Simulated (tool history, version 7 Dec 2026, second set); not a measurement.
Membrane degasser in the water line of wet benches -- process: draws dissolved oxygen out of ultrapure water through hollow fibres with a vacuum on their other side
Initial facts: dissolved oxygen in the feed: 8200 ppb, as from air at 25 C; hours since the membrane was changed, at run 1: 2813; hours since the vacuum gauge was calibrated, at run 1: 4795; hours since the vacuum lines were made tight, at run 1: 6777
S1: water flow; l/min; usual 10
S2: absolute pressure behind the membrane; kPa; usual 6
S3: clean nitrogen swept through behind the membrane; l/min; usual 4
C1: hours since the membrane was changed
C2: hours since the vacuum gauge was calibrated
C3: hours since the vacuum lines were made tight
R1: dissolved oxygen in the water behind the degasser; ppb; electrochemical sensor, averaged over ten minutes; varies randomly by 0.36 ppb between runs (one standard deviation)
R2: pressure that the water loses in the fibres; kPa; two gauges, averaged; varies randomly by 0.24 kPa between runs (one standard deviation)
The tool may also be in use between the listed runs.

run 1 hour=0 | S1=10 S2=6 S3=4 | C1=2813 C2=4795 C3=6777 | R1=22.2 R2=64.49
run 2 hour=85.7 | S1=10 S2=6 S3=4 | C1=2898 C2=4881 C3=6863 | R1=22.3 R2=64.25
run 3 hour=148.7 | S1=10 S2=6.93 S3=4 | C1=2961 C2=4944 C3=6926 | R1=29.6 R2=64.01
run 4 hour=206.6 | S1=10 S2=6.93 S3=4 | C1=3019 C2=5001 C3=6984 | R1=28 R2=64.12
run 5 hour=248.1 | S1=10 S2=6.93 S3=4 | C1=3061 C2=5043 C3=7025 | R1=27.8 R2=64.59
run 6 hour=316.3 | S1=10 S2=6.93 S3=4 | C1=3129 C2=5111 C3=7093 | R1=28.1 R2=64.03
run 7 hour=386.3 | S1=10 S2=6 S3=4 | C1=3199 C2=5181 C3=7163 | R1=22.4 R2=64.18
run 8 hour=461.1 | S1=10 S2=6 S3=4 | C1=3274 C2=5256 C3=7238 | R1=22.6 R2=64.43
run 9 hour=532 | S1=10 S2=6 S3=4 | C1=3345 C2=5327 C3=7309 | R1=22.2 R2=64.19
run 10 hour=607.7 | S1=10 S2=6 S3=4 | C1=3420 C2=5403 C3=7385 | R1=22.6 R2=64.16
run 11 hour=668.8 | S1=10 S2=6 S3=4 | C1=3481 C2=5464 C3=7446 | R1=22.4 R2=64.32
run 12 hour=723.8 | S1=10 S2=6 S3=8.97 | C1=3536 C2=5519 C3=7501 | R1=12 R2=64.09
run 13 hour=806.1 | S1=10 S2=6 S3=8.97 | C1=3619 C2=5601 C3=7583 | R1=12.4 R2=64.35
-- hour=810.6 vacuum gauge calibrated
run 14 hour=880.9 | S1=10 S2=6 S3=8.97 | C1=3693 C2=70 C3=7658 | R1=11.8 R2=64.24
run 15 hour=921.6 | S1=10 S2=6 S3=8.97 | C1=3734 C2=111 C3=7698 | R1=12.1 R2=64.75
run 16 hour=988 | S1=14 S2=6 S3=4 | C1=3800 C2=177 C3=7765 | R1=46.6 R2=90.01
run 17 hour=1075.1 | S1=7 S2=6 S3=4 | C1=3887 C2=264 C3=7852 | R1=14.3 R2=45.19
-- hour=1115.4 vacuum gauge calibrated, once more
run 18 hour=1140.3 | S1=6 S2=6 S3=5.61 | C1=3952 C2=25 C3=7916 | R1=7.7 R2=38.91
-- hour=1157.1 seals of the vacuum lines changed
run 19 hour=1198.9 | S1=12 S2=6 S3=8.96 | C1=4009 C2=82 C3=42 | R1=20 R2=76.93

The next listed run, before its measurement:
run 20 hour=1255.3 | S1=12 S2=6 S3=8.96 | C1=4065 C2=138 C3=98 | R1=? R2=?

Run 20 measured R1 19.8 ppb, R2 77.68 kPa.
Minus the tool's unlogged condition, the same run would have read R1 18.3 ppb, R2 75.66 kPa.
